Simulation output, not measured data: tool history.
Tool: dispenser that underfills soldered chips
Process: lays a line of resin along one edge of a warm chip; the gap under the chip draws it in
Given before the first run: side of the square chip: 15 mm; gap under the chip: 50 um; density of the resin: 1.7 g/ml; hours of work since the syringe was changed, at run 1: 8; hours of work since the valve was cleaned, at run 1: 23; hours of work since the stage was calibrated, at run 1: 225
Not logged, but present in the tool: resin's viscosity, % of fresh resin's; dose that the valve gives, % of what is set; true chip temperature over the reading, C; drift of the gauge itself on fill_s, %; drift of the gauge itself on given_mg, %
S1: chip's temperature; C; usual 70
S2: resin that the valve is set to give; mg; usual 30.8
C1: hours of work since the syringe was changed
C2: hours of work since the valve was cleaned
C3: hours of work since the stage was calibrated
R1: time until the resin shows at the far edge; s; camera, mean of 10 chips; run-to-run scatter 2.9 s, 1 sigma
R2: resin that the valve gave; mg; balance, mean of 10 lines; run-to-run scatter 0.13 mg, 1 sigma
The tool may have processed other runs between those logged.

run 1 hour=0.0 | S1=70 S2=30.8 | C1=8 C2=23 C3=225 | R1=376.9 R2=30.39
-- hour=2.5 new syringe of resin
run 2 hour=6.8 | S1=70 S2=30.8 | C1=3 C2=27 C3=230 | R1=312.2 R2=29.78
run 3 hour=10.8 | S1=70 S2=30.8 | C1=6 C2=30 C3=233 | R1=346.2 R2=30.27
-- hour=15.6 new syringe of resin
run 4 hour=19.1 | S1=70 S2=30.8 | C1=2 C2=36 C3=238 | R1=296.6 R2=29.82
run 5 hour=24.6 | S1=70 S2=30.8 | C1=6 C2=39 C3=242 | R1=346.8 R2=29.80
-- hour=28.4 new syringe of resin
run 6 hour=30.3 | S1=70 S2=30.8 | C1=1 C2=43 C3=246 | R1=288.1 R2=29.90
run 7 hour=34.8 | S1=70 S2=30.8 | C1=4 C2=46 C3=249 | R1=329.7 R2=29.90
run 8 hour=40.4 | S1=70 S2=30.8 | C1=8 C2=50 C3=253 | R1=379.8 R2=29.64
-- hour=41.2 new syringe of resin
run 9 hour=45.3 | S1=70 S2=30.8 | C1=3 C2=53 C3=256 | R1=303.8 R2=29.80
run 10 hour=49.5 | S1=70 S2=30.8 | C1=6 C2=56 C3=259 | R1=352.6 R2=29.42
-- hour=54.3 new syringe of resin
run 11 hour=56.7 | S1=70 S2=30.8 | C1=2 C2=61 C3=264 | R1=296.6 R2=29.39
run 12 hour=63.5 | S1=70 S2=30.8 | C1=6 C2=66 C3=269 | R1=359.1 R2=29.45
-- hour=67.3 new syringe of resin
run 13 hour=67.3 | S1=70 S2=30.8 | C1=0 C2=68 C3=271 | R1=276.7 R2=29.40
run 14 hour=75.3 | S1=70 S2=30.8 | C1=6 C2=74 C3=277 | R1=339.2 R2=29.09
-- hour=80.2 new syringe of resin
run 15 hour=81.9 | S1=70 S2=30.8 | C1=1 C2=78 C3=281 | R1=290.1 R2=29.22
run 16 hour=87.0 | S1=70 S2=27.7 | C1=5 C2=82 C3=285 | R1=343.1 R2=26.11
-- hour=93.0 new syringe of resin
run 17 hour=93.9 | S1=58 S2=31.6 | C1=1 C2=86 C3=289 | R1=402.3 R2=29.75
run 18 hour=101.1 | S1=65 S2=33.8 | C1=6 C2=91 C3=294 | R1=388.9 R2=31.51
-- hour=106.2 new syringe of resin
run 19 hour=106.6 | S1=78 S2=30.9 | C1=0 C2=95 C3=298 | R1=218.9 R2=28.88
run 20 hour=114.3 | S1=78 S2=30.9 | C1=6 C2=100 C3=303 | R1=273.8 R2=28.68
run 21 hour=118.1 | S1=78 S2=30.9 | C1=8 C2=103 C3=306 | R1=296.6 R2=28.68

Forecast run 22:
-- hour=119.1 new syringe of resin
-- hour=124.3 dispensing valve cleaned and set on the balance
run 22 hour=125.6 | S1=78 S2=30.9 | C1=4 C2=1 C3=310 | R1=? R2=?

Run 22 came out at R1 246.1 s, R2 31.03 mg.
With no hidden state in the tool, this same run would have given R1 220.9 s, R2 31.02 mg.
